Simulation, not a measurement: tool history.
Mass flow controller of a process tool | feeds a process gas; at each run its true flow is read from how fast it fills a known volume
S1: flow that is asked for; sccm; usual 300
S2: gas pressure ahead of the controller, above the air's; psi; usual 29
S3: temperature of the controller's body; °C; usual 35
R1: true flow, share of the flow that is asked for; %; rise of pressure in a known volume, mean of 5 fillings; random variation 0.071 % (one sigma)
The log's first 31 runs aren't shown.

run 32 hour=2072.2 | S1=617 S2=37.4 S3=26 | R1=99.59
run 33 hour=2125.8 | S1=617 S2=37.4 S3=21 | R1=99.24
run 34 hour=2188.7 | S1=617 S2=37.4 S3=27 | R1=99.79
run 35 hour=2267 | S1=863 S2=29 S3=35 | R1=100.74
run 36 hour=2311.4 | S1=863 S2=29 S3=35 | R1=100.75
run 37 hour=2360.9 | S1=444 S2=29 S3=35 | R1=100.5
run 38 hour=2449.5 | S1=376 S2=29 S3=35 | R1=100.4
run 39 hour=2507.1 | S1=376 S2=22.3 S3=38 | R1=100.79
run 40 hour=2545.3 | S1=779 S2=22.3 S3=30 | R1=100.36
run 41 hour=2619.8 | S1=151 S2=39.3 S3=38 | R1=100.46
run 42 hour=2666.5 | S1=151 S2=39.3 S3=38 | R1=100.27
run 43 hour=2705.6 | S1=157 S2=27 S3=31 | R1=100.2
run 44 hour=2750.5 | S1=157 S2=27 S3=31 | R1=100.17
run 45 hour=2827.2 | S1=374 S2=27 S3=22 | R1=99.65
run 46 hour=2895.7 | S1=730 S2=20.5 S3=40 | R1=101.31
run 47 hour=2935.2 | S1=730 S2=20.5 S3=40 | R1=101.33
run 48 hour=2993.1 | S1=730 S2=20.5 S3=40 | R1=101.35
run 49 hour=3078.8 | S1=730 S2=20.5 S3=40 | R1=101.14

Forecast each of these 3 alternatives for the next run:
run A hour=3120.5 | S1=300 S2=27 S3=35 | R1=?
run B hour=3120.5 | S1=730 S2=25.4 S3=22 | R1=?
run C hour=3120.5 | S1=287 S2=31.6 S3=36 | R1=?

run=A R1=100.54
run=B R1=99.8
run=C R1=100.48
Without the tool's hidden state the same runs would have given:
run=A R1=100.55
run=B R1=99.81
run=C R1=100.48

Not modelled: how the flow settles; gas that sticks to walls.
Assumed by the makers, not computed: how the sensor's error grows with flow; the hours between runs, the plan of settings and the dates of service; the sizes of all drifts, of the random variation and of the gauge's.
